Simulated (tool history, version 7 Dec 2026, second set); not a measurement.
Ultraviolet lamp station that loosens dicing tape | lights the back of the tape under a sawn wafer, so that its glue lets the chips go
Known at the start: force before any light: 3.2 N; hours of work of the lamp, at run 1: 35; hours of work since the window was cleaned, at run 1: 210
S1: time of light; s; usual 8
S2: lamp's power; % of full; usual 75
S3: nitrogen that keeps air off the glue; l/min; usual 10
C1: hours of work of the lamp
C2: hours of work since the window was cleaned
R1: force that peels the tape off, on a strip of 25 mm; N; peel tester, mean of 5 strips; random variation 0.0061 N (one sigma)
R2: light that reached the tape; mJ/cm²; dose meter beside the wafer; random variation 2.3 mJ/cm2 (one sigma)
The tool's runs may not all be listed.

run,hour,S1,S2,S3,C1,C2,R1,R2
1,0,8,75,10,35,210,0.191,202
2,61.9,8,75,7,72,247,0.233,199
3,122,8,75,10,109,284,0.208,193
4,157.1,8,75,9,130,305,0.225,183
5,209.2,8,65,10,161,336,0.252,161
6,238.7,8,65,10,179,354,0.26,155
7,302.9,8,65,10,218,393,0.284,153
8,338.7,8,90,10,240,415,0.19,209
9,387.4,8,75,10,269,444,0.233,167
10,423.9,8,75,10,291,466,0.239,165
11,450.5,8,75,5,307,482,0.396,158
12,507.7,8,75,5,342,517,0.413,156
13,542.4,8,75,5,363,537,0.408,152
# hour 552: window cleaned of glue's vapour
14,588.3,8,75,10,390,22,0.226,183
15,619.3,8,75,10,409,41,0.216,178
16,648.9,8,75,10,427,58,0.226,174
17,710.5,8,75,19,464,96,0.179,169
18,751.5,8,75,19,488,120,0.179,170
19,800.9,8,75,19,518,150,0.192,163
20,856.9,8,75,19,552,184,0.195,158
21,900,8,75,19,578,210,0.211,153
22,954.5,8,75,19,611,243,0.199,149
# hour 999.2: lamp changed
23,999.3,9,96,6,0,269,0.174,286
24,1028.4,16,65,16,18,287,0.154,338
25,1093,16,65,16,57,326,0.147,330
26,1144.4,16,65,16,88,357,0.151,323
27,1173.5,8,63,6,105,375,0.383,152
28,1207,5,77,11,125,395,0.393,118
29,1272.2,14,75,18,165,434,0.15,304
30,1314.5,9,83,5,190,460,0.253,212
31,1353.8,9,83,5,214,483,0.274,203
32,1403.4,8,82,14,244,513,0.193,175
# hour 1453: window cleaned of glue's vapour
33,1462.5,8,75,7,279,6,0.241,191
34,1502.5,8,75,7,304,30,0.244,190
35,1533.5,8,75,5,322,49,0.331,181
36,1568.1,8,75,5,343,69,0.338,178
37,1617.1,8,75,5,373,99,0.352,177
38,1663,8,75,5,400,127,0.364,172
39,1697.5,13,90,10,421,148,0.151,328
40,1755.9,13,90,10,457,183,0.151,318
41,1810,13,75,10,489,215,0.157,260
42,1873.4,8,88,17,527,254,0.175,177
43,1910,8,70,17,550,276,0.236,136

Some steps in R1 between neighbouring runs. How much of each would the tool show without its hidden state too (settings, what came in, random variation), and how much is left for the hidden state, with any gauge scatter that isn't in both results?
The hidden state here: lamp's light, % of a new lamp's; light that the window lets through, % of a clean one's; drift of the gauge itself on peel_n, %; drift of the gauge itself on dose_mj_cm2, %.
Run 13 -> 14: S3 5 -> 10, window cleaned of glue's vapour. R1 -0.182 N: hidden state -0.138, all else -0.044.
Run 26 -> 27: S1 16 -> 8, S2 65 -> 63, S3 16 -> 6. R1 +0.232 N: hidden state +0.098, all else +0.134.
Run 28 -> 29: S1 5 -> 14, S2 77 -> 75, S3 11 -> 18. R1 -0.243 N: hidden state -0.109, all else -0.134.
Run 38 -> 39: S1 8 -> 13, S2 75 -> 90, S3 5 -> 10. R1 -0.213 N: hidden state -0.113, all else -0.1.
